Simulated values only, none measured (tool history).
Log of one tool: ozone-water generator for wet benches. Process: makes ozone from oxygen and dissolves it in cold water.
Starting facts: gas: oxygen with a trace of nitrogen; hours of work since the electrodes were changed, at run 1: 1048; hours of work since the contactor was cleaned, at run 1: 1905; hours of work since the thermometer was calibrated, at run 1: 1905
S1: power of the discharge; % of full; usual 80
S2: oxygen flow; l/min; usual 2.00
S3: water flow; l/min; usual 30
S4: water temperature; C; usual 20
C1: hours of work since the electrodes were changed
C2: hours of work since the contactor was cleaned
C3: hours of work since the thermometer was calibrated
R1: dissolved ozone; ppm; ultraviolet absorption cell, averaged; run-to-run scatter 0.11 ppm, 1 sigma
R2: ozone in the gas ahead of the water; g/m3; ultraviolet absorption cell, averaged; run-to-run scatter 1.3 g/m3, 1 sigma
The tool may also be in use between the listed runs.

run    hour  S1    S2  S3  S4    C1    C2    C3    R1     R2
  1     0.0  80  2.00  30  20  1048  1905  1905   7.3  230.9
  2    77.7  80  2.00  30  20  1122  1980  1980   7.4  227.2
  3   162.0  80  2.00  30  20  1203  2061  2061   7.3  229.6
  4   262.3  80  2.00  30  20  1299  2157  2157   7.1  227.3
  5   344.7  80  2.00  30  20  1378  2236  2236   7.1  228.2
  6   437.6  80  2.00  30  20  1467  2325  2325   7.0  225.3
  7   540.8  80  3.26  30  20  1566  2424  2424   8.6  183.9
  8   650.3  80  3.26  30  20  1671  2529  2529   8.5  182.7
  9   749.0  80  3.26  30  20  1766  2624  2624   8.3  180.9
 10   800.8  80  2.00  30  20  1816  2673  2673   6.9  220.7
 11   911.3  43  2.00  30  20  1922  2779  2779   5.1  162.5
 12   959.2  43  2.00  30  20  1968  2825  2825   5.1  164.0
 13  1015.9  43  2.00  30  20  2022  2880  2880   5.1  163.3
     1058.2  -- contactor cleaned
 14  1078.7  43  2.00  30  20  2078    20  2936   5.1  161.6
 15  1165.9  43  2.00  30  20  2162   103  3020   5.1  161.7
 16  1230.9  43  2.00  30  20  2224   166  3082   5.3  163.8
 17  1287.9  43  2.00  30  23  2279   220  3137   5.0  160.5
     1295.1  -- water thermometer calibrated
 18  1397.2  55  2.00  19  15  2383   325    98  10.5  181.7
 19  1453.9  55  2.00  22  15  2438   379   152   8.6  181.1
 20  1545.9  55  2.00  22  15  2526   467   241   8.6  179.7
 21  1629.0  80  2.00  26  14  2606   547   320   8.3  213.2
 22  1736.6  80  2.00  26  14  2709   650   423   8.1  212.1
     1767.0  -- water thermometer calibrated, once more
 23  1822.9  80  2.00  26  14  2791   732    54   8.1  210.3
 24  1899.7  79  2.00  26  14  2865   806   127   8.1  207.8
 25  1954.2  49  2.53  24  19  2917   858   180   7.8  152.0
 26  2015.9  59  2.00  24  19  2976   918   239   7.7  181.1

Entry by entry between the runs, the difference in hidden state between the last listed run before and the first listed run after:
Run 13 -> run 14: contactor cleaned (hour 1058.2)
  yield of the discharge, % of new electrodes': 91.2 -> 91; contactor's efficiency, % of a clean one's: 95.2 -> 99.5; true water temperature over the reading, C: 0.47 -> 0.48
  difference, measured minus the result without the unlogged condition, R1: -0.5 -> -0.4 ppm; R2: -11.8 -> -11.9 g/m3
Run 17 -> run 18: water thermometer calibrated (hour 1295.1)
  yield of the discharge, % of new electrodes': 90.1 -> 89.7; contactor's efficiency, % of a clean one's: 99.2 -> 99; true water temperature over the reading, C: 0.51 -> 0.81
  difference, measured minus the result without the unlogged condition, R1: -0.5 -> -1.1 ppm; R2: -13.1 -> -18.3 g/m3
Run 22 -> run 23: water thermometer calibrated, once more (hour 1767.0)
  yield of the discharge, % of new electrodes': 88.2 -> 87.9; contactor's efficiency, % of a clean one's: 98.5 -> 98.4; true water temperature over the reading, C: 0.85 -> -0.01
  difference, measured minus the result without the unlogged condition, R1: -1.4 -> -1.4 ppm; R2: -30.1 -> -31.1 g/m3

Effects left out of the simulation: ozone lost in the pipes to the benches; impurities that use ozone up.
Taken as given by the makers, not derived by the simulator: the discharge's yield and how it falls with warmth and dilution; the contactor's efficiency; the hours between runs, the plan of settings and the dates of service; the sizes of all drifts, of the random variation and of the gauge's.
